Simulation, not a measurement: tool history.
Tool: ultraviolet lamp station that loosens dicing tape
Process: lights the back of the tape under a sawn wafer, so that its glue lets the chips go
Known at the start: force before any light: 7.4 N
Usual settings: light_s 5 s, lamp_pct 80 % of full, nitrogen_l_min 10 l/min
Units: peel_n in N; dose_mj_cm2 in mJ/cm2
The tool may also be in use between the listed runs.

run   hour  light_s  lamp_pct  nitrogen_l_min  peel_n  dose_mj_cm2
  1    0.0        5        80              10   0.928          357
  2    8.9        5        80              10   0.931          359
  3   22.5        5        80              10   0.855          375
  4   33.1        5        80              10   0.831          374
  5   44.9        5        80              10   0.860          370
  6   62.4        5        80              10   0.881          372
  7   77.0        5        80              10   0.876          368
  8   86.1        5        80              10   0.894          368
  9  106.0        5        80              10   0.887          362
 10  120.2        5        80              10   0.889          364
 11  128.8        5        80               9   0.938          364
 12  139.7        5        80              10   0.910          361
 13  154.2        5        80              10   0.923          359
 14  163.3        5        80              10   0.865          356
 15  176.6        5        80              10   0.906          356
 16  192.7        5        80              10   0.948          353
 17  208.3        7        80              10   0.525          498
 18  218.7        5        80              10   0.954          355
 19  232.4        5        80              10   0.932          353
 20  251.3        5        80              10   0.954          344
 21  262.2        5        80               4   1.507          352
 22  274.1        5        80               4   1.563          346
 23  291.2        5        80               4   1.554          346
 24  304.0        5        80               4   1.550          346
 25  315.8        3        66               6   2.929          172
 26  334.0        3        66               6   2.935          168
 27  345.8        8        80              11   0.425          543
 28  357.8        5        84              10   0.919          353
 29  377.2        9        84               5   0.494          636
 30  389.1        4        84               5   1.873          284
 31  400.7        8        67               5   0.892          446
 32  412.6        8        77               3   0.938          520
 33  430.5        8        77               3   0.961          515
 34  442.9        2        79               7   3.502          129
 35  457.5        7        92              13   0.424          525
 36  467.5        7        92              13   0.405          526
 37  479.2        7        92              13   0.420          528
 38  491.1        4        97               4   1.743          310
 39  502.3        4        97               4   1.629          329
 40  522.0        4        97               4   1.638          332
 41  538.5        4        97               8   1.173          327
 42  548.3        3        61              20   2.315          154
 43  566.5        3        61              20   2.362          150

Not shown: 2 entries that the log had between the listed runs. Between which runs, and how does the tool's hidden state differ before and after?
Between runs 2 and 3: window cleaned of glue's vapour (hour 17.9)
  lamp's light, % of a new lamp's: 96.9 -> 96.7; light that the window lets through, % of a clean one's: 94.2 -> 99.7
  measured less the result without the state, peel_n: +0.137 -> +0.053 N; dose_mj_cm2: -34 -> -14 mJ/cm2
Between runs 38 and 39: window cleaned of glue's vapour (hour 492.9)
  lamp's light, % of a new lamp's: 88.6 -> 88.4; light that the window lets through, % of a clean one's: 94.2 -> 99.3
  measured less the result without the state, peel_n: +0.399 -> +0.282 N; dose_mj_cm2: -62 -> -46 mJ/cm2
